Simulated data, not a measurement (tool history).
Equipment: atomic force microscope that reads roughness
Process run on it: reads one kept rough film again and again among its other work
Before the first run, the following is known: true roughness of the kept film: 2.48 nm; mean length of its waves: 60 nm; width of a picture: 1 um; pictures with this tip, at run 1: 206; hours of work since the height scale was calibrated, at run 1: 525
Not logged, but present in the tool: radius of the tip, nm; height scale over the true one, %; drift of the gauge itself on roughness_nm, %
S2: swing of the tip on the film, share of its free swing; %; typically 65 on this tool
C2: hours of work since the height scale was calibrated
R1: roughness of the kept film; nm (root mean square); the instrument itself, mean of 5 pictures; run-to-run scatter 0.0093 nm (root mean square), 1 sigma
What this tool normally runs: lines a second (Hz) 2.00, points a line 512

Run 1, day 0.000: usual settings; pictures with this tip 206; C2 525. Result: R1 2.279 nm (root mean square).
Run 2, day 0.504: usual settings but lines a second (Hz) 2.49; pictures with this tip 227; C2 534. Result: R1 2.259 nm (root mean square).
Run 3, day 1.100: usual settings; pictures with this tip 251; C2 544. Result: R1 2.258 nm (root mean square).
At day 1.650: new tip fitted.
Run 4, day 2.138: usual settings but S2 69 %; pictures with this tip 19; C2 562. Result: R1 2.279 nm (root mean square).
Run 5, day 2.767: usual settings but S2 69 %; pictures with this tip 45; C2 573. Result: R1 2.270 nm (root mean square).
Run 6, day 3.208: usual settings but points a line 262; pictures with this tip 63; C2 581. Result: R1 2.284 nm (root mean square).
Run 7, day 3.808: usual settings but points a line 262; pictures with this tip 87; C2 592. Result: R1 2.286 nm (root mean square).
Run 8, day 4.679: usual settings but points a line 262; pictures with this tip 123; C2 607. Result: R1 2.259 nm (root mean square).
Run 9, day 5.621: usual settings but points a line 262; pictures with this tip 161; C2 624. Result: R1 2.266 nm (root mean square).
Run 10, day 6.058: usual settings but points a line 262; pictures with this tip 179; C2 632. Result: R1 2.262 nm (root mean square).
Run 11, day 6.700: usual settings but lines a second (Hz) 1.43, S2 85 %, points a line 278; pictures with this tip 205; C2 643. Result: R1 2.152 nm (root mean square).
Run 12, day 7.492: usual settings but lines a second (Hz) 1.43, S2 79 %, points a line 894; pictures with this tip 237; C2 657. Result: R1 2.210 nm (root mean square).
At day 7.612: height scale calibrated on a step standard.
Run 13, day 8.183: usual settings but lines a second (Hz) 0.52, S2 59 %, points a line 894; pictures with this tip 264; C2 10. Result: R1 2.357 nm (root mean square).
At day 8.500: new tip fitted.
Run 14, day 8.854: usual settings but lines a second (Hz) 2.54, S2 87 %, points a line 894; pictures with this tip 14; C2 22. Result: R1 1.978 nm (root mean square).
Run 15, day 9.279: usual settings but lines a second (Hz) 3.74, S2 87 %, points a line 433; pictures with this tip 32; C2 29. Result: R1 1.835 nm (root mean square).
At day 9.483: height scale calibrated on a step standard, once more.
Run 16, day 9.792: usual settings but lines a second (Hz) 3.35, S2 58 %, points a line 440; pictures with this tip 51; C2 5. Result: R1 2.303 nm (root mean square).
Run 17, day 10.329: usual settings but lines a second (Hz) 2.52, S2 85 %, points a line 351; pictures with this tip 73; C2 15. Result: R1 2.040 nm (root mean square).

Here are 4 independent what-if runs from the current tool condition. What would each one return?
Run A, day 11.350: usual settings but lines a second (Hz) 1.91, S2 73 %, points a line 983; pictures with this tip 114; C2 33. Result: R1 ?.
Run B, day 11.350: usual settings but lines a second (Hz) 2.52, S2 88 %, points a line 351; pictures with this tip 114; C2 33. Result: R1 ?.
Run C, day 11.350: usual settings but lines a second (Hz) 0.63, S2 84 %, points a line 788; pictures with this tip 114; C2 33. Result: R1 ?.
Run D, day 11.350: usual settings but lines a second (Hz) 3.86, points a line 927; pictures with this tip 114; C2 33. Result: R1 ?.

run     R1
  A  2.250
  B  1.969
  C  2.309
  D  2.202
Without the tool's unlogged condition, the same runs would have read:
run     R1
  A  2.270
  B  1.987
  C  2.330
  D  2.222
